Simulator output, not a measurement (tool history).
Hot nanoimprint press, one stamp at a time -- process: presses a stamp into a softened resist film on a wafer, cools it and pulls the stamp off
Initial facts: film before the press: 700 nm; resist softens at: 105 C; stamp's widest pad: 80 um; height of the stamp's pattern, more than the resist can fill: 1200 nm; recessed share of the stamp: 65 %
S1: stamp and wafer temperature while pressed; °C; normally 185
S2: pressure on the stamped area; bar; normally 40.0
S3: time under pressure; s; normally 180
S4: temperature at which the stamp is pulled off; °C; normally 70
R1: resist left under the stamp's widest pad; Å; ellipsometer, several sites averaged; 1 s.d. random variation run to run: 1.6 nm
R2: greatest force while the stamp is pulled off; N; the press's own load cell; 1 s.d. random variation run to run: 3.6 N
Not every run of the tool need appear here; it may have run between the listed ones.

| run | hour | S1 | S2 | S3 | S4 | R1 | R2 |
|---|---|---|---|---|---|---|---|
| 1 | 0.0 | 185 | 40.0 | 180 | 70 | 2571 | 216 |
| 2 | 22.3 | 185 | 40.0 | 180 | 70 | 2548 | 225 |
| 3 | 42.1 | 185 | 40.0 | 180 | 70 | 2541 | 169 |
| 4 | 59.6 | 185 | 40.0 | 180 | 70 | 2557 | 178 |
| 5 | 77.7 | 185 | 40.0 | 119 | 70 | 3037 | 176 |
| 6 | 99.0 | 185 | 34.1 | 180 | 70 | 2735 | 179 |
| 7 | 115.7 | 185 | 34.1 | 180 | 70 | 2767 | 183 |
| 8 | 129.6 | 185 | 34.1 | 180 | 70 | 2773 | 178 |
| 9 | 142.6 | 185 | 34.1 | 180 | 70 | 2771 | 176 |
| 10 | 164.0 | 185 | 34.1 | 180 | 70 | 2770 | 185 |
| 11 | 183.7 | 185 | 34.1 | 180 | 70 | 2800 | 190 |
| 12 | 208.0 | 185 | 40.0 | 180 | 70 | 2563 | 193 |
| 13 | 238.9 | 185 | 40.0 | 180 | 70 | 2596 | 183 |
| 14 | 253.3 | 185 | 46.6 | 180 | 70 | 2395 | 192 |
| 15 | 277.2 | 185 | 46.6 | 180 | 70 | 2431 | 196 |
| 16 | 295.1 | 185 | 40.0 | 180 | 56 | 2590 | 252 |
| 17 | 324.0 | 185 | 40.0 | 180 | 56 | 2592 | 262 |
| 18 | 347.0 | 185 | 40.0 | 180 | 56 | 2583 | 250 |
| 19 | 361.9 | 185 | 40.0 | 180 | 56 | 2616 | 259 |
| 20 | 391.0 | 185 | 40.0 | 180 | 56 | 2632 | 254 |
| 21 | 406.8 | 183 | 26.3 | 112 | 74 | 4001 | 189 |
| 22 | 421.7 | 183 | 52.2 | 112 | 68 | 3050 | 216 |
| 23 | 440.8 | 176 | 53.0 | 180 | 70 | 3367 | 204 |
| 24 | 471.3 | 195 | 60.0 | 180 | 70 | 1459 | 217 |
| 25 | 491.3 | 180 | 34.2 | 183 | 70 | 3380 | 216 |
| 26 | 512.0 | 180 | 34.2 | 103 | 70 | 4146 | 218 |
| 27 | 530.3 | 180 | 34.2 | 103 | 70 | 4134 | 214 |
| 28 | 555.6 | 180 | 45.4 | 322 | 64 | 2383 | 241 |
| 29 | 570.8 | 186 | 45.4 | 322 | 64 | 1867 | 245 |
| 30 | 585.7 | 186 | 45.4 | 322 | 72 | 1862 | 217 |
| 31 | 603.2 | 186 | 45.4 | 322 | 72 | 1851 | 211 |

Removed from this log: 1 entry logged between the listed runs. Between which two listed runs does each belong, and how does the tool's hidden state at the listed run before it compare with that at the listed run after it?
Logged between run 2 and run 3: stamp cleaned and given a new release coat (hour 37.6)
  true temperature over the reading, C: -0.39 -> -0.4; pressure that arrives at the usual setting, %: 99.73 -> 99.68; grip of the stamp's worn release coat, % over a new coat's: 31 -> 0.2
  the result without the hidden state subtracted from the measured one, R1: +43 -> +44 Å; R2: +55 -> +1 N
